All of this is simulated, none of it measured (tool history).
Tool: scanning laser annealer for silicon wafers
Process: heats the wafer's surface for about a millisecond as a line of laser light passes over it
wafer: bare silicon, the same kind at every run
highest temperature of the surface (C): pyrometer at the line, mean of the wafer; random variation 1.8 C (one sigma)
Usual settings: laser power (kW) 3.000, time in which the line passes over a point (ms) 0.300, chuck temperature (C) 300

| run | hour | laser power (kW) | time in which the line passes over a point (ms) | chuck temperature (C) | highest temperature of the surface (C) |
|---|---|---|---|---|---|
| 1 | 0.0 | 3.000 | 0.300 | 300 | 1026 |
| 2 | 12.5 | 3.000 | 0.300 | 300 | 1023 |
| 3 | 20.8 | 3.000 | 0.300 | 300 | 1026 |
| 4 | 35.2 | 3.262 | 0.300 | 300 | 1081 |
| 5 | 46.1 | 3.262 | 0.300 | 300 | 1083 |
| 6 | 53.3 | 3.262 | 0.272 | 300 | 1041 |
| 7 | 60.4 | 3.262 | 0.272 | 300 | 1041 |
| 8 | 72.4 | 3.262 | 0.272 | 300 | 1039 |
| 9 | 86.8 | 3.000 | 0.300 | 300 | 1025 |
| 10 | 98.9 | 3.000 | 0.300 | 300 | 1025 |
| 11 | 111.8 | 3.000 | 0.300 | 300 | 1019 |
| 12 | 123.6 | 2.757 | 0.300 | 300 | 963 |
| 13 | 137.6 | 3.000 | 0.257 | 300 | 962 |
| 14 | 144.4 | 3.000 | 0.257 | 300 | 964 |
| 15 | 150.9 | 3.000 | 0.257 | 300 | 961 |
| 16 | 163.3 | 3.000 | 0.374 | 300 | 1111 |
| 17 | 172.7 | 3.000 | 0.374 | 300 | 1109 |
| 18 | 183.0 | 3.000 | 0.374 | 300 | 1112 |
| 19 | 194.7 | 3.147 | 0.300 | 300 | 1050 |
| 20 | 203.9 | 3.076 | 0.300 | 300 | 1034 |
| 21 | 213.2 | 3.076 | 0.300 | 300 | 1032 |
| 22 | 221.5 | 3.221 | 0.300 | 337 | 1100 |
| 23 | 227.6 | 3.221 | 0.300 | 321 | 1082 |
| 24 | 233.8 | 3.221 | 0.300 | 321 | 1085 |
| 25 | 246.6 | 3.221 | 0.300 | 321 | 1084 |
| 26 | 261.4 | 2.919 | 0.300 | 330 | 1024 |
| 27 | 272.4 | 2.665 | 0.308 | 298 | 946 |
| 28 | 283.6 | 2.680 | 0.300 | 288 | 928 |
| 29 | 289.8 | 3.044 | 0.303 | 312 | 1036 |
| 30 | 296.7 | 2.887 | 0.224 | 308 | 891 |
| 31 | 308.7 | 2.887 | 0.224 | 308 | 892 |
| 32 | 315.5 | 3.073 | 0.300 | 315 | 1040 |
| 33 | 326.5 | 3.258 | 0.300 | 274 | 1041 |
| 34 | 334.8 | 3.000 | 0.318 | 264 | 998 |
| 35 | 349.0 | 3.048 | 0.219 | 300 | 904 |
| 36 | 361.2 | 3.048 | 0.219 | 300 | 905 |
| 37 | 371.2 | 3.207 | 0.300 | 300 | 1053 |
| 38 | 385.8 | 3.208 | 0.300 | 300 | 1055 |
| 39 | 392.1 | 3.283 | 0.263 | 300 | 1015 |
| 40 | 403.5 | 3.283 | 0.263 | 271 | 986 |
| 41 | 417.6 | 2.811 | 0.300 | 282 | 944 |

Hidden state or all else? Some run-to-run changes of highest temperature of the surface (C), split into what the settings, what came in and random variation would give without the hidden state, and what is left for the hidden state (with any gauge scatter that isn't in both results):
The hidden state here: light that passes the window, % of a clean one's; laser's true power over the reading, %; width of the line over the set one, %; drift of the gauge itself on peak_c, C.
Run 15 -> 16: time in which the line passes over a point (ms) 0.257 -> 0.374. highest temperature of the surface (C) +150: hidden state -6, all else +156.
Run 31 -> 32: laser power (kW) 2.887 -> 3.073, time in which the line passes over a point (ms) 0.224 -> 0.300, chuck temperature (C) 308 -> 315. highest temperature of the surface (C) +148: hidden state -6, all else +154.
Run 36 -> 37: laser power (kW) 3.048 -> 3.207, time in which the line passes over a point (ms) 0.219 -> 0.300. highest temperature of the surface (C) +148: hidden state -6, all else +154.
